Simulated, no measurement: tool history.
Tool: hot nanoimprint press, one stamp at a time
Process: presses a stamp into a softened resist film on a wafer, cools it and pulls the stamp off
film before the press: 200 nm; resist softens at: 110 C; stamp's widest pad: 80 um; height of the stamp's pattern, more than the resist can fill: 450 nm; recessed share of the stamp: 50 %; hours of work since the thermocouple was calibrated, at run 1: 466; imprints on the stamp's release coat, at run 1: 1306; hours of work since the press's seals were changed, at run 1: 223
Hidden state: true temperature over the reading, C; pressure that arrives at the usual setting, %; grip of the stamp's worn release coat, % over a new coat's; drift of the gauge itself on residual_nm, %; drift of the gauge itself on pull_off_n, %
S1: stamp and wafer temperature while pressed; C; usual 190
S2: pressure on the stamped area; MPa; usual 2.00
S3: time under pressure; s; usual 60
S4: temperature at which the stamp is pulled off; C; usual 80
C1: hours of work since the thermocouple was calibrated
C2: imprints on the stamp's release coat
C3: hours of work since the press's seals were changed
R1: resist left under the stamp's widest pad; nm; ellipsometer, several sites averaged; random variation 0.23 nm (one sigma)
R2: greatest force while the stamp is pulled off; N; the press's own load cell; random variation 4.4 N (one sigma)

Run 1, hour 0.0: usual settings; C1 466; C2 1306; C3 223. Result: R1 76.1 nm, R2 249 N.
At hour 10.4: plate thermocouple calibrated.
Run 2, hour 56.3: usual settings; C1 34; C2 1466; C3 262. Result: R1 81.8 nm, R2 289 N.
Run 3, hour 100.2: usual settings but S2 2.58 MPa; C1 66; C2 1598; C3 295. Result: R1 72.4 nm, R2 275 N.
Run 4, hour 149.6: usual settings but S2 2.58 MPa; C1 102; C2 1747; C3 331. Result: R1 72.4 nm, R2 291 N.
Run 5, hour 225.8: usual settings but S2 2.58 MPa; C1 158; C2 1975; C3 387. Result: R1 72.0 nm, R2 303 N.
Run 6, hour 270.4: usual settings but S2 2.58 MPa; C1 191; C2 2109; C3 420. Result: R1 71.4 nm, R2 295 N.
Run 7, hour 304.9: usual settings; C1 216; C2 2213; C3 445. Result: R1 80.2 nm, R2 305 N.
At hour 375.8: stamp cleaned and given a new release coat.
Run 8, hour 375.8: usual settings; C1 264; C2 0; C3 492. Result: R1 79.8 nm, R2 203 N.
Run 9, hour 447.9: usual settings but S3 56 s; C1 317; C2 216; C3 545. Result: R1 81.8 nm, R2 221 N.
Run 10, hour 495.4: usual settings but S3 56 s; C1 352; C2 359; C3 580. Result: R1 81.1 nm, R2 222 N.
Run 11, hour 539.5: usual settings but S3 56 s; C1 384; C2 491; C3 613. Result: R1 80.9 nm, R2 220 N.
Run 12, hour 598.9: usual settings but S3 56 s; C1 428; C2 669; C3 656. Result: R1 81.1 nm, R2 232 N.
At hour 662.4: plate thermocouple calibrated.
Run 13, hour 669.7: usual settings but S3 78 s; C1 5; C2 873; C3 706. Result: R1 76.2 nm, R2 261 N.
At hour 712.5: press's hydraulic seals changed and the load cell set to zero.
Run 14, hour 745.0: usual settings but S3 78 s; C1 55; C2 1075; C3 24. Result: R1 73.2 nm, R2 262 N.
Run 15, hour 780.6: usual settings but S3 78 s; C1 81; C2 1182; C3 50. Result: R1 73.4 nm, R2 263 N.
Run 16, hour 823.4: usual settings but S3 78 s; C1 112; C2 1311; C3 81. Result: R1 73.0 nm, R2 266 N.
Run 17, hour 880.0: usual settings but S1 199 C, S2 3.05 MPa, S3 99 s, S4 70 C; C1 154; C2 1481; C3 123. Result: R1 33.9 nm, R2 323 N.
Run 18, hour 952.7: usual settings but S1 199 C, S2 3.05 MPa, S3 99 s, S4 70 C; C1 207; C2 1699; C3 176. Result: R1 34.0 nm, R2 336 N.
Run 19, hour 1013.5: usual settings but S1 199 C, S2 3.05 MPa, S3 97 s, S4 70 C; C1 252; C2 1882; C3 221. Result: R1 34.0 nm, R2 348 N.
Run 20, hour 1085.8: usual settings but S4 77 C; C1 305; C2 2099; C3 274. Result: R1 78.9 nm, R2 317 N.
Run 21, hour 1132.5: usual settings but S1 200 C; C1 339; C2 2239; C3 308. Result: R1 49.8 nm, R2 308 N.
Run 22, hour 1168.7: usual settings but S1 200 C; C1 366; C2 2348; C3 335. Result: R1 49.9 nm, R2 302 N.
At hour 1198.0: stamp cleaned and given a new release coat.
Run 23, hour 1243.3: usual settings; C1 416; C2 135; C3 385. Result: R1 77.9 nm, R2 219 N.
At hour 1323.5: plate thermocouple calibrated.
Run 24, hour 1326.0: usual settings; C1 2; C2 375; C3 444. Result: R1 83.0 nm, R2 229 N.
Run 25, hour 1373.6: usual settings but S1 188 C, S2 1.79 MPa, S3 63 s; C1 37; C2 518; C3 479. Result: R1 92.8 nm, R2 232 N.
Run 26, hour 1409.0: usual settings but S1 188 C, S2 1.79 MPa, S3 63 s; C1 63; C2 624; C3 505. Result: R1 92.7 nm, R2 242 N.
Run 27, hour 1481.7: usual settings but S1 188 C, S2 1.79 MPa, S3 63 s; C1 116; C2 843; C3 558. Result: R1 92.2 nm, R2 242 N.
Run 28, hour 1556.7: usual settings but S1 201 C, S2 1.79 MPa, S3 52 s, S4 74 C; C1 171; C2 1068; C3 613. Result: R1 55.0 nm, R2 289 N.
Run 29, hour 1630.6: usual settings but S1 201 C, S2 1.54 MPa, S3 64 s, S4 66 C; C1 225; C2 1290; C3 667. Result: R1 53.8 nm, R2 331 N.

3 ways to go on from here, each from the tool as it stands after run 29. What would each give?
Run A, hour 1666.4: usual settings but S1 201 C, S2 1.73 MPa, S3 64 s, S4 66 C; C1 252; C2 1397; C3 694. Result: R1 ?, R2 ?.
Run B, hour 1666.4: usual settings but S1 193 C, S2 2.83 MPa, S3 64 s, S4 68 C; C1 252; C2 1397; C3 694. Result: R1 ?, R2 ?.
Run C, hour 1666.4: usual settings but S1 201 C, S2 1.28 MPa, S3 64 s, S4 66 C; C1 252; C2 1397; C3 694. Result: R1 ?, R2 ?.

run    R1   R2
  A  50.5  341
  B  57.4  328
  C  59.3  332
Without the tool's hidden state the same runs would have given:
run    R1   R2
  A  51.3  272
  B  57.7  262
  C  60.6  265

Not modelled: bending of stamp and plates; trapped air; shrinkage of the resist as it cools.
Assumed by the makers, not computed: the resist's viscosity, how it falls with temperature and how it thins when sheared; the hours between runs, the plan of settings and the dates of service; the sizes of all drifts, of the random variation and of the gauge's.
